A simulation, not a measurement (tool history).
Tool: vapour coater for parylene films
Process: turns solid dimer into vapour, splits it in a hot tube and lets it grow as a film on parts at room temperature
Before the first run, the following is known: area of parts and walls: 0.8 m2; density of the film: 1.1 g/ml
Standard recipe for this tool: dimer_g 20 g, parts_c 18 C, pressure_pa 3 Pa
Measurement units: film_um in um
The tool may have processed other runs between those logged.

Run 1, day 0: usual settings. Result: film_um 11.74 um.
Run 2, day 0.988: usual settings. Result: film_um 11.65 um.
Run 3, day 2.083: usual settings. Result: film_um 11.76 um.
Run 4, day 2.738: usual settings. Result: film_um 11.53 um.
Run 5, day 3.571: usual settings but dimer_g 28 g. Result: film_um 16.25 um.
Run 6, day 4.117: usual settings. Result: film_um 11.5 um.
Run 7, day 5.342: usual settings. Result: film_um 11.52 um.
Run 8, day 6.362: usual settings. Result: film_um 11.5 um.
Run 9, day 7.629: usual settings. Result: film_um 11.49 um.
Run 10, day 8.304: usual settings. Result: film_um 11.45 um.
Run 11, day 9.371: usual settings. Result: film_um 11.38 um.
Run 12, day 10.088: usual settings. Result: film_um 11.43 um.
Run 13, day 10.842: usual settings. Result: film_um 11.46 um.
Run 14, day 11.746: usual settings. Result: film_um 11.52 um.
Run 15, day 12.521: usual settings. Result: film_um 11.42 um.
Run 16, day 13.508: usual settings but dimer_g 24 g, parts_c 25 C, pressure_pa 2.38 Pa. Result: film_um 10.65 um.
Run 17, day 14.058: usual settings but dimer_g 24 g, parts_c 25 C, pressure_pa 2.38 Pa. Result: film_um 10.71 um.
Run 18, day 14.633: usual settings but dimer_g 26 g, parts_c 11 C, pressure_pa 8.85 Pa. Result: film_um 17.2 um.
Run 19, day 15.625: usual settings but dimer_g 29 g, parts_c 11 C. Result: film_um 21.53 um.
Run 20, day 16.908: usual settings but dimer_g 12 g, parts_c 19 C, pressure_pa 2.99 Pa. Result: film_um 6.53 um.
Run 21, day 17.85: usual settings but dimer_g 12 g, parts_c 23 C, pressure_pa 9.42 Pa. Result: film_um 4.96 um.
Run 22, day 19.229: usual settings but dimer_g 32 g, pressure_pa 2.62 Pa. Result: film_um 18.34 um.
Run 23, day 19.858: usual settings but dimer_g 22 g, parts_c 14 C, pressure_pa 9.31 Pa. Result: film_um 13.41 um.
Run 24, day 21.054: usual settings but dimer_g 21 g, parts_c 12 C, pressure_pa 6.54 Pa. Result: film_um 14.1 um.
Run 25, day 21.979: usual settings but dimer_g 13 g, parts_c 23 C, pressure_pa 2.59 Pa. Result: film_um 6.31 um.
Run 26, day 22.554: usual settings but dimer_g 13 g, parts_c 23 C, pressure_pa 2.59 Pa. Result: film_um 6.3 um.
Run 27, day 23.2: usual settings but dimer_g 28 g, parts_c 20 C, pressure_pa 2.66 Pa. Result: film_um 15.2 um.
Run 28, day 24.246: usual settings but dimer_g 28 g, parts_c 28 C, pressure_pa 5.69 Pa. Result: film_um 10.39 um.
Run 29, day 25.083: usual settings but dimer_g 28 g, parts_c 28 C, pressure_pa 5.69 Pa. Result: film_um 10.32 um.
Run 30, day 26.1: usual settings but pressure_pa 8 Pa. Result: film_um 10.41 um.

Withheld: 2 entries from between the runs. Position of each, and hidden state at the listed run before versus the listed run after:
In the gap between runs 21 and 22: trap's valve overhauled (day 18.983)
  vapour lost through the trap's worn valve, %: 0.3 -> 0; drift of the gauge itself on film_um, %: -2.73 -> -2.91
  what was measured, less what the result would be without the hidden state, film_um: -0.16 -> -0.57 um
In the gap between runs 22 and 23: gauge calibrated (day 19.496)
  drift of the gauge itself on film_um, %: -2.91 -> -0.06
  what was measured, less what the result would be without the hidden state, film_um: -0.57 -> -0.02 um

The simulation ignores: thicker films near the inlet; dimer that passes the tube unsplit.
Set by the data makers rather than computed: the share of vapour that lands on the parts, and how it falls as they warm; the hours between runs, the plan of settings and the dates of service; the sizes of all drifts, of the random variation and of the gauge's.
